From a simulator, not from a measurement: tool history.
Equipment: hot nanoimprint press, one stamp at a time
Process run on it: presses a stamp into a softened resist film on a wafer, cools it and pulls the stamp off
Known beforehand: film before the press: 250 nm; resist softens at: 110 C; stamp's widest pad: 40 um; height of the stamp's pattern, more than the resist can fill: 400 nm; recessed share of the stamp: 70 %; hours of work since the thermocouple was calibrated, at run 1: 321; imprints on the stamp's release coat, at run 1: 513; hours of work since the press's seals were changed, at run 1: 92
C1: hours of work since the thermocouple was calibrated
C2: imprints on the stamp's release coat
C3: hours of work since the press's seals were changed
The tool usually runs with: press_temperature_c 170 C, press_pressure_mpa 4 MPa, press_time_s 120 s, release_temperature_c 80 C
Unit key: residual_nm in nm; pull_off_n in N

{"run": 1, "hour": 0.0, "press_temperature_c": 170, "press_pressure_mpa": 4, "press_time_s": 120, "release_temperature_c": 80, "C1": 321, "C2": 513, "C3": 92, "residual_nm": 138.7, "pull_off_n": 203}
{"run": 2, "hour": 13.0, "press_temperature_c": 170, "press_pressure_mpa": 4, "press_time_s": 120, "release_temperature_c": 80, "C1": 329, "C2": 545, "C3": 100, "residual_nm": 137.7, "pull_off_n": 210}
{"run": 3, "hour": 24.8, "press_temperature_c": 158, "press_pressure_mpa": 4, "press_time_s": 120, "release_temperature_c": 80, "C1": 336, "C2": 573, "C3": 107, "residual_nm": 218.2, "pull_off_n": 215}
{"run": 4, "hour": 30.9, "press_temperature_c": 158, "press_pressure_mpa": 4, "press_time_s": 120, "release_temperature_c": 80, "C1": 340, "C2": 587, "C3": 110, "residual_nm": 222.4, "pull_off_n": 204}
{"hour": 37.9, "done": "plate thermocouple calibrated"}
{"run": 5, "hour": 44.4, "press_temperature_c": 158, "press_pressure_mpa": 4, "press_time_s": 120, "release_temperature_c": 80, "C1": 4, "C2": 612, "C3": 117, "residual_nm": 220.1, "pull_off_n": 219}
{"run": 6, "hour": 50.7, "press_temperature_c": 158, "press_pressure_mpa": 4, "press_time_s": 120, "release_temperature_c": 80, "C1": 8, "C2": 628, "C3": 120, "residual_nm": 222.6, "pull_off_n": 208}
{"run": 7, "hour": 58.2, "press_temperature_c": 158, "press_pressure_mpa": 4, "press_time_s": 120, "release_temperature_c": 80, "C1": 12, "C2": 646, "C3": 125, "residual_nm": 219.6, "pull_off_n": 208}
{"run": 8, "hour": 66.3, "press_temperature_c": 158, "press_pressure_mpa": 4, "press_time_s": 77, "release_temperature_c": 80, "C1": 17, "C2": 665, "C3": 130, "residual_nm": 227.5, "pull_off_n": 210}
{"run": 9, "hour": 76.1, "press_temperature_c": 158, "press_pressure_mpa": 4, "press_time_s": 77, "release_temperature_c": 80, "C1": 23, "C2": 689, "C3": 135, "residual_nm": 227.3, "pull_off_n": 212}
{"run": 10, "hour": 87.2, "press_temperature_c": 160, "press_pressure_mpa": 3.06, "press_time_s": 77, "release_temperature_c": 80, "C1": 29, "C2": 715, "C3": 142, "residual_nm": 229.5, "pull_off_n": 214}
{"run": 11, "hour": 94.7, "press_temperature_c": 170, "press_pressure_mpa": 4, "press_time_s": 120, "release_temperature_c": 85, "C1": 34, "C2": 733, "C3": 146, "residual_nm": 138.6, "pull_off_n": 203}
{"run": 12, "hour": 102.1, "press_temperature_c": 170, "press_pressure_mpa": 4, "press_time_s": 120, "release_temperature_c": 85, "C1": 38, "C2": 751, "C3": 151, "residual_nm": 138.2, "pull_off_n": 210}
{"run": 13, "hour": 111.0, "press_temperature_c": 159, "press_pressure_mpa": 4, "press_time_s": 120, "release_temperature_c": 85, "C1": 43, "C2": 772, "C3": 156, "residual_nm": 218.4, "pull_off_n": 199}
{"run": 14, "hour": 119.4, "press_temperature_c": 159, "press_pressure_mpa": 3.52, "press_time_s": 120, "release_temperature_c": 88, "C1": 48, "C2": 792, "C3": 161, "residual_nm": 219.8, "pull_off_n": 205}

What will run 15 give?
{"run": 15, "hour": 133.0, "press_temperature_c": 159, "press_pressure_mpa": 3.52, "press_time_s": 120, "release_temperature_c": 88, "C1": 56, "C2": 825, "C3": 169, "residual_nm": "?", "pull_off_n": "?"}

Run 15 came out at residual_nm 219.3 nm, pull_off_n 199 N.
If the tool had no hidden condition, the same run with the same run-to-run variation would have returned residual_nm 219.3 nm, pull_off_n 198 N.

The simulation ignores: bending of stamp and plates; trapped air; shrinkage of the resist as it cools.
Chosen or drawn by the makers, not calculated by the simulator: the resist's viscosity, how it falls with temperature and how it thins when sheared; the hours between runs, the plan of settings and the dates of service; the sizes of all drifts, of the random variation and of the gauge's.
